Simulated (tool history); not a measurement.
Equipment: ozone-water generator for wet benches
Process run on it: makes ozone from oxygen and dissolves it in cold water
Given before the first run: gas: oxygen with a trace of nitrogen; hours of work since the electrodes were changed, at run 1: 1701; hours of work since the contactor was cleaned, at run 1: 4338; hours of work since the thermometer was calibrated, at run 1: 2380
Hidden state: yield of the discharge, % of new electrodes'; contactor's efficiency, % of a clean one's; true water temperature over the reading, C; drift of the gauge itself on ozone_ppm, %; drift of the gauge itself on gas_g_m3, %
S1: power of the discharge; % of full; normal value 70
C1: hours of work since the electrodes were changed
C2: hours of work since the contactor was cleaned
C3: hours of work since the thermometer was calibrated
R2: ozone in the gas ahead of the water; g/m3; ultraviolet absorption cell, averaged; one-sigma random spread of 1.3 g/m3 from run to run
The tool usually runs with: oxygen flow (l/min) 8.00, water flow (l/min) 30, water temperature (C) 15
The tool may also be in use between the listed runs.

{"run": 1, "day": 0.0, "S1": 70, "oxygen flow (l/min)": 8.0, "water flow (l/min)": 30, "water temperature (C)": 15, "C1": 1701, "C2": 4338, "C3": 2380, "dissolved ozone (ppm)": 26.4, "R2": 239.1}
{"run": 2, "day": 5.342, "S1": 70, "oxygen flow (l/min)": 8.0, "water flow (l/min)": 30, "water temperature (C)": 15, "C1": 1808, "C2": 4446, "C3": 2488, "dissolved ozone (ppm)": 26.5, "R2": 236.1}
{"run": 3, "day": 11.538, "S1": 70, "oxygen flow (l/min)": 8.0, "water flow (l/min)": 30, "water temperature (C)": 15, "C1": 1933, "C2": 4570, "C3": 2612, "dissolved ozone (ppm)": 26.4, "R2": 233.8}
{"run": 4, "day": 15.196, "S1": 70, "oxygen flow (l/min)": 8.0, "water flow (l/min)": 30, "water temperature (C)": 15, "C1": 2006, "C2": 4644, "C3": 2686, "dissolved ozone (ppm)": 26.6, "R2": 235.8}
{"run": 5, "day": 18.988, "S1": 70, "oxygen flow (l/min)": 8.0, "water flow (l/min)": 30, "water temperature (C)": 15, "C1": 2083, "C2": 4720, "C3": 2762, "dissolved ozone (ppm)": 26.5, "R2": 231.8}
{"run": 6, "day": 23.817, "S1": 70, "oxygen flow (l/min)": 8.0, "water flow (l/min)": 29, "water temperature (C)": 15, "C1": 2180, "C2": 4818, "C3": 2860, "dissolved ozone (ppm)": 27.2, "R2": 233.9}
{"run": 7, "day": 27.138, "S1": 70, "oxygen flow (l/min)": 8.0, "water flow (l/min)": 29, "water temperature (C)": 15, "C1": 2247, "C2": 4884, "C3": 2926, "dissolved ozone (ppm)": 27.0, "R2": 234.6}
{"run": 8, "day": 31.638, "S1": 43, "oxygen flow (l/min)": 4.88, "water flow (l/min)": 27, "water temperature (C)": 15, "C1": 2337, "C2": 4975, "C3": 3017, "dissolved ozone (ppm)": 21.4, "R2": 234.2}
{"day": 31.979, "done": "water thermometer calibrated"}
{"run": 9, "day": 37.033, "S1": 70, "oxygen flow (l/min)": 8.0, "water flow (l/min)": 30, "water temperature (C)": 20, "C1": 2446, "C2": 5083, "C3": 102, "dissolved ozone (ppm)": 24.5, "R2": 233.8}
{"run": 10, "day": 42.65, "S1": 41, "oxygen flow (l/min)": 12.12, "water flow (l/min)": 30, "water temperature (C)": 20, "C1": 2559, "C2": 5196, "C3": 215, "dissolved ozone (ppm)": 17.3, "R2": 136.3}
{"day": 45.658, "done": "water thermometer calibrated, once more"}
{"run": 11, "day": 45.758, "S1": 41, "oxygen flow (l/min)": 12.12, "water flow (l/min)": 30, "water temperature (C)": 9, "C1": 2621, "C2": 5258, "C3": 2, "dissolved ozone (ppm)": 21.1, "R2": 136.0}
{"run": 12, "day": 50.092, "S1": 41, "oxygen flow (l/min)": 8.93, "water flow (l/min)": 30, "water temperature (C)": 9, "C1": 2708, "C2": 5346, "C3": 89, "dissolved ozone (ppm)": 21.3, "R2": 162.0}

Hidden condition of the tool, last listed run before each entry between runs versus first listed run after:
Run 8 -> run 9: water thermometer calibrated (day 31.979)
  yield of the discharge, % of new electrodes': 96.5 -> 96.3; true water temperature over the reading, C: 0.19 -> 0.22
  difference, measured minus the result without the unlogged condition, dissolved ozone (ppm): -1.0 -> -1.6; R2: -6.1 -> -9.0 g/m3
Run 10 -> run 11: water thermometer calibrated, once more (day 45.658)
  yield of the discharge, % of new electrodes': 96.1 -> 96; true water temperature over the reading, C: 0.23 -> -0.02
  difference, measured minus the result without the unlogged condition, dissolved ozone (ppm): -1.0 -> -1.1; R2: -3.9 -> -3.9 g/m3

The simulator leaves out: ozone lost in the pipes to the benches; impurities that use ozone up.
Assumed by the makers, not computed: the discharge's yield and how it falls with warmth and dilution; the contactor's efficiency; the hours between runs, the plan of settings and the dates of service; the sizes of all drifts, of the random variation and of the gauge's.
